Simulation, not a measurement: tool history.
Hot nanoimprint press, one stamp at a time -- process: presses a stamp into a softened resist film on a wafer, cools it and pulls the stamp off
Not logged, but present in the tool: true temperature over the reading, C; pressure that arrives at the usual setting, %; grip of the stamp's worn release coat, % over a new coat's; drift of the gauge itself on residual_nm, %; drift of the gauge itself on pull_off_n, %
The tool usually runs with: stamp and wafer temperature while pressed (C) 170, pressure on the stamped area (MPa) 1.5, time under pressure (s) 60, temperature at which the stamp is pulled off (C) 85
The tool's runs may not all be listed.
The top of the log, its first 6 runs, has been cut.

run   hour  stamp and wafer temperature while pressed (C)  pressure on the stamped area (MPa)  time under pressure (s)  temperature at which the stamp is pulled off (C)  hours of work since the thermocouple was calibrated  imprints on the stamp's release coat  hours of work since the press's seals were changed  resist left under the stamp's widest pad (nm)  greatest force while the stamp is pulled off (N)
       179  -- stamp cleaned and given a new release coat
  7  221.7                                            170                                 1.5                       60                                                85                                                  397                                   122                                                 200                                          207.5                                               120
  8  247.4                                            170                                 1.5                       60                                                85                                                  415                                   195                                                 218                                          208.3                                               122
  9  288.7                                            180                                 1.5                       60                                                85                                                  446                                   313                                                 249                                          134.8                                               122
 10  333.4                                            170                                 1.5                       60                                                85                                                  478                                   441                                                 281                                          207.6                                               123
 11  365.8                                            170                                 1.5                       60                                                85                                                  502                                   533                                                 305                                          206.4                                               124
 12  386.4                                            170                                 1.5                       60                                                85                                                  517                                   592                                                 320                                          208.6                                               120
 13    413                                            170                                2.23                       60                                                85                                                  537                                   668                                                 339                                          177.2                                               120
 14  453.4                                            170                                2.23                       60                                                85                                                  566                                   783                                                 369                                          177.7                                               123
     470.9  -- plate thermocouple calibrated
 15  504.6                                            170                                2.23                       60                                                85                                                   25                                   920                                                 404                                            179                                               118
 16  541.1                                            166                                1.35                      116                                                89                                                   51                                  1024                                                 431                                            205                                               112
 17    577                                            170                                 1.6                       60                                                79                                                   78                                  1127                                                 457                                          202.8                                               136
 18  614.3                                            162                                 1.5                      100                                                73                                                  105                                  1233                                                 485                                            249                                               151
     639.2  -- stamp cleaned and given a new release coat
 19  647.3                                            179                                1.05                       31                                                86                                                  125                                    23                                                 504                                          210.1                                               116
 20  694.6                                            179                                1.05                       39                                                70                                                  159                                   158                                                 539                                          192.3                                               153
 21  726.9                                            170                                1.13                       47                                                85                                                  183                                   250                                                 562                                          248.7                                               121
 22    777                                            170                                 1.5                       60                                                74                                                  219                                   393                                                 599                                          208.6                                               146
 23  798.2                                            170                                 1.5                       60                                                74                                                  235                                   454                                                 615                                          208.1                                               149
 24  822.7                                            160                                 1.5                       60                                                85                                                  253                                   524                                                 633                                          301.8                                               117
 25  849.6                                            160                                 1.5                       60                                                85                                                  273                                   600                                                 652                                          304.8                                               117
 26  873.9                                            170                                 1.5                       31                                                85                                                  290                                   670                                                 670                                          257.3                                               127
 27  903.2                                            170                                 1.5                       31                                                85                                                  312                                   753                                                 691                                            259                                               124
 28  930.3                                            169                                2.18                       40                                                81                                                  332                                   831                                                 711                                          220.8                                               130
 29  967.4                                            159                                 1.5                      117                                                85                                                  359                                   936                                                 738                                          271.5                                               123
 30  993.3                                            176                                0.96                       36                                                91                                                  378                                  1010                                                 757                                          228.7                                               105

Predict each of these 3 candidate next runs independently; none follows another, all start after run 30:
  A  1019.3                                            170                                1.44                       60                                                78                                                  397                                  1084                                                 776                                              ?                                                 ?
  B  1019.3                                            170                                0.96                       40                                                91                                                  397                                  1084                                                 776                                              ?                                                 ?
  C  1019.3                                            180                                1.77                       72                                                91                                                  397                                  1084                                                 776                                              ?                                                 ?

run  resist left under the stamp's widest pad (nm)  greatest force while the stamp is pulled off (N)
  A                                          211.7                                               140
  B                                          273.5                                               106
  C                                          114.2                                               112
The same runs, with their run-to-run variation unchanged, on a tool lacking any hidden condition would have given:
run  resist left under the stamp's widest pad (nm)  greatest force while the stamp is pulled off (N)
  A                                          211.4                                               139
  B                                          273.3                                               105
  C                                            114                                               111

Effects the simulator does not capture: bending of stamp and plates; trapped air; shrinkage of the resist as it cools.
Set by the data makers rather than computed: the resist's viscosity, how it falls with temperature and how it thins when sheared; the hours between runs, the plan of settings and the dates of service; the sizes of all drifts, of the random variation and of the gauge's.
